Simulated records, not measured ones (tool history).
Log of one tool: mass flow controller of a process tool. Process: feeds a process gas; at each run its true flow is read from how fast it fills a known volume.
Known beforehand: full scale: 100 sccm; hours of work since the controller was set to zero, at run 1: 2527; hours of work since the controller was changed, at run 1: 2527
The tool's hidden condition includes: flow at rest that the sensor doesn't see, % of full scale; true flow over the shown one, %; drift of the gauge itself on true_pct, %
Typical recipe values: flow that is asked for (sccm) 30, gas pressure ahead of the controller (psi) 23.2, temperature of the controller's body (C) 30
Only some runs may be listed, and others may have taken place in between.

run,hour,flow that is asked for (sccm),gas pressure ahead of the controller (psi),temperature of the controller's body (C),hours of work since the controller was set to zero,hours of work since the controller was changed,true flow (%)
1,0.0,30,23.2,30,2527,2527,98.71
2,205.0,30,23.2,30,2670,2670,98.68
3,447.8,30,23.2,30,2839,2839,98.62
4,632.1,30,23.2,36,2967,2967,98.01
5,873.1,30,33.5,30,3134,3134,98.53
6,991.2,30,33.5,30,3217,3217,98.48
7,1241.1,30,33.5,30,3390,3390,98.51
8,1409.7,30,33.5,30,3508,3508,98.42
9,1584.0,30,33.5,30,3629,3629,98.36
10,1824.4,30,33.5,30,3796,3796,98.23
11,1961.9,30,31.6,30,3892,3892,98.49
12,2145.7,30,31.6,30,4019,4019,98.29
13,2386.5,30,31.6,30,4187,4187,98.37
14,2508.7,30,31.6,30,4272,4272,98.33
15,2727.3,48,29.7,20,4424,4424,99.11
16,2931.3,64,23.2,31,4566,4566,97.98
17,3067.1,64,25.5,22,4660,4660,99.04
18,3242.6,30,23.1,23,4782,4782,99.12
19,3394.0,32,23.2,26,4888,4888,98.65
20,3552.5,30,38.4,30,4998,4998,97.96
21,3776.3,11,23.2,23,5153,5153,100.75
22,3946.6,78,24.4,23,5272,5272,98.71
23,4105.2,16,20.5,23,5382,5382,99.76
24,4264.4,58,22.5,23,5493,5493,98.68
25,4483.5,34,21.6,26,5645,5645,98.61
26,4689.4,16,21.6,33,5789,5789,98.84
27,4923.6,16,21.6,33,5951,5951,98.67

Forecast each of these 4 alternatives for the next run:
A,5141.2,80,27.1,30,6103,6103,?
B,5141.2,13,38.4,34,6103,6103,?
C,5141.2,46,25.1,31,6103,6103,?
D,5141.2,25,23.2,20,6103,6103,?

run,true flow (%)
A,97.82
B,98.88
C,97.66
D,99.40
Without the tool's unlogged condition, the same runs would have read:
run,true flow (%)
A,99.49
B,98.22
C,99.00
D,100.08
